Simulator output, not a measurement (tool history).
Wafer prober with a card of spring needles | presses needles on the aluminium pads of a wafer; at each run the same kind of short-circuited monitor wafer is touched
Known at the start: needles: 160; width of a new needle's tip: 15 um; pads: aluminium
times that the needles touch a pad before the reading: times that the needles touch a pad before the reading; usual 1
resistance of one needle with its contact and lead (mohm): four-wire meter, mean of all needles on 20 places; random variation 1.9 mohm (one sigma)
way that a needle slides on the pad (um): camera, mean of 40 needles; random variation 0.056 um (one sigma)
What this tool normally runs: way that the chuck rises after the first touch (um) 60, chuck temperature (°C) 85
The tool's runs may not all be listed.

run   hour  way that the chuck rises after the first touch (um)  chuck temperature (°C)  times that the needles touch a pad before the reading  resistance of one needle with its contact and lead (mohm)  way that a needle slides on the pad (um)
  1    0.0                                                   60                      85                                                      1                                                        254                                     11.47
       3.5  -- tips cleaned on abrasive film
       5.5  -- height of the first contact set anew
  2   12.4                                                   60                      34                                                      1                                                        254                                     11.68
      14.2  -- tips cleaned on abrasive film
      25.2  -- tips cleaned on abrasive film
  3   27.5                                                   60                      85                                                      2                                                        213                                     11.65
      36.1  -- tips cleaned on abrasive film
  4   41.7                                                   60                      85                                                      2                                                        225                                     11.68
      47.1  -- tips cleaned on abrasive film
  5   55.1                                                   60                      85                                                      2                                                        237                                     11.51
      57.9  -- tips cleaned on abrasive film
      68.2  -- tips cleaned on abrasive film
  6   69.5                                                   60                      36                                                      1                                                        208                                     11.56
      80.0  -- tips cleaned on abrasive film
  7   82.2                                                   50                      85                                                      1                                                        244                                      9.62
      90.8  -- tips cleaned on abrasive film
  8   99.9                                                   60                      85                                                      1                                                        256                                     11.52
     102.3  -- tips cleaned on abrasive film
     113.0  -- tips cleaned on abrasive film
  9  113.7                                                   60                      85                                                      1                                                        212                                     11.48
     123.9  -- tips cleaned on abrasive film
 10  131.2                                                   60                      85                                                      3                                                        219                                     11.49
     135.8  -- tips cleaned on abrasive film
 11  144.9                                                   60                      85                                                      3                                                        222                                     11.41
     147.8  -- tips cleaned on abrasive film
     159.3  -- tips cleaned on abrasive film
 12  161.1                                                   60                      85                                                      3                                                        206                                     11.50
     170.9  -- tips cleaned on abrasive film
 13  177.8                                                   60                      85                                                      3                                                        219                                     11.42
     182.3  -- tips cleaned on abrasive film
     193.6  -- tips cleaned on abrasive film
 14  200.0                                                   60                      26                                                      3                                                        206                                     11.43
     204.9  -- tips cleaned on abrasive film
     216.2  -- tips cleaned on abrasive film
 15  220.3                                                   60                      26                                                      3                                                        203                                     11.37
     227.2  -- tips cleaned on abrasive film
     238.1  -- tips cleaned on abrasive film
 16  238.1                                                   60                      26                                                      3                                                        187                                     11.35
     249.0  -- tips cleaned on abrasive film
     251.2  -- height of the first contact set anew
 17  252.9                                                   60                      39                                                      2                                                        211                                     11.68
     260.0  -- tips cleaned on abrasive film
 18  267.2                                                   60                      39                                                      2                                                        227                                     11.65
     270.3  -- tips cleaned on abrasive film
     280.6  -- tips cleaned on abrasive film
 19  284.1                                                   60                     100                                                      1                                                        239                                     11.72
     291.9  -- tips cleaned on abrasive film
     302.2  -- tips cleaned on abrasive film
 20  306.4                                                   52                      59                                                      2                                                        229                                     10.08
     313.8  -- tips cleaned on abrasive film
     324.4  -- tips cleaned on abrasive film
 21  325.7                                                   52                      59                                                      2                                                        206                                     10.04
     335.2  -- tips cleaned on abrasive film
 22  335.6                                                   52                      59                                                      2                                                        200                                      9.96
     347.0  -- tips cleaned on abrasive film
 23  356.0                                                   60                     120                                                      1                                                        263                                     11.50
     357.5  -- tips cleaned on abrasive film
     369.7  -- tips cleaned on abrasive film
 24  375.7                                                   46                     124                                                      2                                                        263                                      8.89
     380.7  -- tips cleaned on abrasive film
     392.3  -- tips cleaned on abrasive film
 25  392.3                                                   46                     124                                                      2                                                        218                                      8.68
     402.8  -- tips cleaned on abrasive film
 26  411.0                                                   46                     124                                                      2                                                        268                                      8.64
     413.9  -- tips cleaned on abrasive film
 27  422.6                                                   46                     124                                                      2                                                        273                                      8.66
     424.5  -- tips cleaned on abrasive film
     434.9  -- tips cleaned on abrasive film
 28  442.8                                                   65                      50                                                      2                                                        227                                     12.30
     445.3  -- tips cleaned on abrasive film
 29  454.6                                                   65                      50                                                      2                                                        226                                     12.42
     456.6  -- tips cleaned on abrasive film
     467.3  -- tips cleaned on abrasive film
 30  474.4                                                   65                      50                                                      2                                                        224                                     12.38
     477.6  -- tips cleaned on abrasive film
     488.1  -- tips cleaned on abrasive film
 31  494.5                                                   65                      50                                                      3                                                        209                                     12.34

3 ways to go on from here, each from the tool as it stands after run 31. What would each give?
     496.5  -- height of the first contact set anew
     499.2  -- tips cleaned on abrasive film
  A  506.3                                                   65                      67                                                      2                                                          ?                                         ?
     496.5  -- height of the first contact set anew
     499.2  -- tips cleaned on abrasive film
  B  506.3                                                   58                      50                                                      3                                                          ?                                         ?
     496.5  -- height of the first contact set anew
     499.2  -- tips cleaned on abrasive film
  C  506.3                                                   43                      50                                                      3                                                          ?                                         ?

run  resistance of one needle with its contact and lead (mohm)  way that a needle slides on the pad (um)
  A                                                        221                                     12.80
  B                                                        216                                     11.29
  C                                                        235                                      8.31
Stripped of hidden state, with their random variation kept, the same runs would have yielded:
run  resistance of one needle with its contact and lead (mohm)  way that a needle slides on the pad (um)
  A                                                        186                                     12.82
  B                                                        189                                     11.31
  C                                                        189                                      8.33
